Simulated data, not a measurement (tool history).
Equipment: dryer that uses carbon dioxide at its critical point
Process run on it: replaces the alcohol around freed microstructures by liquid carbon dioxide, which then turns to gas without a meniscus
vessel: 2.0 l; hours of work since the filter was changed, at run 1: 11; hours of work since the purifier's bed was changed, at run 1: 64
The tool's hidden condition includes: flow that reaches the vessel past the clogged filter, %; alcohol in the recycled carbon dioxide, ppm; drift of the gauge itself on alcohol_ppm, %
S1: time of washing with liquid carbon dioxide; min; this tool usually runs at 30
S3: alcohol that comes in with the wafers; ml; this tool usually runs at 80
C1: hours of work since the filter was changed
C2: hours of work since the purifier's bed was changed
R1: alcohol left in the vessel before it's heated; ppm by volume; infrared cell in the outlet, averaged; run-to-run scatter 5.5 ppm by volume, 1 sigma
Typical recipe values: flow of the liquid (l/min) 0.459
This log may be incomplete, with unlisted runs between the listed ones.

{"run": 1, "hour": 0.0, "S1": 30, "flow of the liquid (l/min)": 0.459, "S3": 80, "C1": 11, "C2": 64, "R1": 187}
{"run": 2, "hour": 7.4, "S1": 30, "flow of the liquid (l/min)": 0.459, "S3": 80, "C1": 15, "C2": 67, "R1": 193}
{"run": 3, "hour": 12.6, "S1": 30, "flow of the liquid (l/min)": 0.522, "S3": 80, "C1": 17, "C2": 70, "R1": 104}
{"run": 4, "hour": 21.2, "S1": 30, "flow of the liquid (l/min)": 0.522, "S3": 80, "C1": 21, "C2": 74, "R1": 104}
{"run": 5, "hour": 28.6, "S1": 30, "flow of the liquid (l/min)": 0.459, "S3": 80, "C1": 24, "C2": 77, "R1": 191}
{"run": 6, "hour": 37.2, "S1": 30, "flow of the liquid (l/min)": 0.459, "S3": 80, "C1": 28, "C2": 81, "R1": 210}
{"run": 7, "hour": 42.6, "S1": 25, "flow of the liquid (l/min)": 0.459, "S3": 80, "C1": 31, "C2": 84, "R1": 460}
{"run": 8, "hour": 48.9, "S1": 37, "flow of the liquid (l/min)": 0.459, "S3": 80, "C1": 34, "C2": 87, "R1": 75}
{"run": 9, "hour": 56.1, "S1": 37, "flow of the liquid (l/min)": 0.459, "S3": 80, "C1": 37, "C2": 90, "R1": 85}
{"run": 10, "hour": 62.4, "S1": 37, "flow of the liquid (l/min)": 0.459, "S3": 80, "C1": 40, "C2": 93, "R1": 91}
{"run": 11, "hour": 71.6, "S1": 26, "flow of the liquid (l/min)": 0.704, "S3": 44, "C1": 44, "C2": 97, "R1": 39}
{"run": 12, "hour": 76.4, "S1": 22, "flow of the liquid (l/min)": 0.331, "S3": 23, "C1": 46, "C2": 99, "R1": 736}
{"run": 13, "hour": 83.0, "S1": 32, "flow of the liquid (l/min)": 0.516, "S3": 107, "C1": 49, "C2": 102, "R1": 128}
{"run": 14, "hour": 89.8, "S1": 25, "flow of the liquid (l/min)": 0.411, "S3": 65, "C1": 53, "C2": 105, "R1": 685}
{"run": 15, "hour": 96.5, "S1": 30, "flow of the liquid (l/min)": 0.459, "S3": 78, "C1": 56, "C2": 108, "R1": 241}
{"run": 16, "hour": 103.0, "S1": 30, "flow of the liquid (l/min)": 0.459, "S3": 78, "C1": 59, "C2": 111, "R1": 232}
{"run": 17, "hour": 112.3, "S1": 47, "flow of the liquid (l/min)": 0.754, "S3": 80, "C1": 63, "C2": 116, "R1": 43}
{"run": 18, "hour": 119.9, "S1": 32, "flow of the liquid (l/min)": 0.285, "S3": 46, "C1": 66, "C2": 119, "R1": 753}
{"run": 19, "hour": 125.4, "S1": 25, "flow of the liquid (l/min)": 0.285, "S3": 28, "C1": 69, "C2": 122, "R1": 984}

Below are 3 alternative next runs, each starting from the tool's condition after run 19. Predict each:
{"run": "A", "hour": 131.5, "S1": 22, "flow of the liquid (l/min)": 0.564, "S3": 80, "C1": 72, "C2": 125, "R1": "?"}
{"run": "B", "hour": 131.5, "S1": 26, "flow of the liquid (l/min)": 0.701, "S3": 28, "C1": 72, "C2": 125, "R1": "?"}
{"run": "C", "hour": 131.5, "S1": 25, "flow of the liquid (l/min)": 0.285, "S3": 78, "C1": 72, "C2": 125, "R1": "?"}

run=A R1=390
run=B R1=59
run=C R1=2703
Had the tool no hidden state, the same runs would have come out as:
run=A R1=248
run=B R1=18
run=C R1=2175
